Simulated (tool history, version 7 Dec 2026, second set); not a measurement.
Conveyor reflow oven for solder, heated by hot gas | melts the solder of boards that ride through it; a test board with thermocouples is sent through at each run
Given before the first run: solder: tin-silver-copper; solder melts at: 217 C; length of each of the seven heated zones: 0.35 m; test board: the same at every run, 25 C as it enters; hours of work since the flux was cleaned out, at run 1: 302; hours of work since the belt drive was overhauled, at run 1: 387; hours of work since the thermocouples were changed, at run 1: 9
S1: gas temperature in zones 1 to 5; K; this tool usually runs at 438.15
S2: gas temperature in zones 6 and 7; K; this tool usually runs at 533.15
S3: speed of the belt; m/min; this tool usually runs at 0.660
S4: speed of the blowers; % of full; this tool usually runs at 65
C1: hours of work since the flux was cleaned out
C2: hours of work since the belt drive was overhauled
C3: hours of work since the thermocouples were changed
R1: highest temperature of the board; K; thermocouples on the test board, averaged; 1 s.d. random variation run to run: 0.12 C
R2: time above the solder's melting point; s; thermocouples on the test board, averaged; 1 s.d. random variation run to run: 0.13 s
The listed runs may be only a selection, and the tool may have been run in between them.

run   hour      S1      S2     S3  S4   C1   C2   C3      R1    R2
  1    0.0  438.15  533.15  0.660  65  302  387    9  521.25  44.0
  2   13.1  438.15  533.15  0.660  65  309  395   17  521.15  43.9
  3   26.5  438.15  533.15  0.660  65  317  402   24  521.25  43.9
  4   46.8  438.15  533.15  0.660  65  329  414   36  521.35  44.0
  5   70.9  438.15  533.15  0.660  65  342  428   50  521.25  44.0
  6   84.2  438.15  533.15  0.660  65  350  435   57  521.25  43.9
  7  104.9  438.15  533.15  0.660  65  362  447   69  521.35  44.1
  8  126.6  438.15  533.15  0.667  65  374  459   81  521.05  43.1
  9  144.0  438.15  533.15  0.667  65  384  469   91  521.05  42.9
 10  159.0  438.15  532.15  0.660  65  393  478  100  520.45  43.3
 11  179.1  438.15  533.15  0.660  65  404  489  111  521.25  43.8
 12  197.0  438.15  533.15  0.660  65  414  499  122  521.25  44.1
     219.2  -- flux residue cleaned out of gas plates and filters
 13  219.6  438.15  533.15  0.660  65    0  510  132  521.15  43.9
 14  239.5  438.15  533.15  0.660  65   12  521  143  521.35  44.1
 15  261.0  438.15  533.15  0.660  65   24  533  155  521.15  43.9
 16  280.4  438.15  547.15  0.660  65   35  544  166  534.35  50.8
 17  293.1  438.15  547.15  0.762  65   42  551  174  529.65  41.3
 18  310.2  438.15  547.15  0.762  65   52  561  183  529.75  41.1
 19  330.1  438.15  533.15  0.781  86   63  573  195  520.85  36.4
 20  347.0  438.15  533.15  0.781  86   73  582  204  520.55  36.5
 21  359.6  438.15  536.15  0.781  68   80  589  211  519.65  35.2
 22  376.5  452.15  536.15  0.640  68   90  599  221  527.25  53.1
 23  388.1  433.15  533.15  0.660  65   96  606  228  520.75  42.3
 24  414.3  445.15  533.15  0.660  65  111  621  243  522.15  46.5
 25  430.6  445.15  547.15  0.690  65  121  630  252  533.75  49.5
 26  452.1  440.15  533.15  0.660  65  133  642  264  521.45  44.6
 27  469.3  440.15  533.15  0.660  65  143  652  274  521.75  44.8
 28  486.0  440.15  533.15  0.660  65  152  662  284  521.75  44.9
 29  511.8  440.15  533.15  0.660  65  167  676  298  521.65  44.6
 30  523.7  440.15  533.15  0.660  65  174  683  305  521.75  44.6
 31  537.0  433.15  533.15  0.644  65  181  691  313  521.35  44.0

Hidden state at the last listed run before each entry between runs and at the first one after, where it differs:
After run 12, before run 13: flux residue cleaned out of gas plates and filters (hour 219.2)
  heat that the gas passes to the board, % of a clean oven's: 99.5 -> 100; belt's true speed, % of the reading: 99.98 -> 99.97
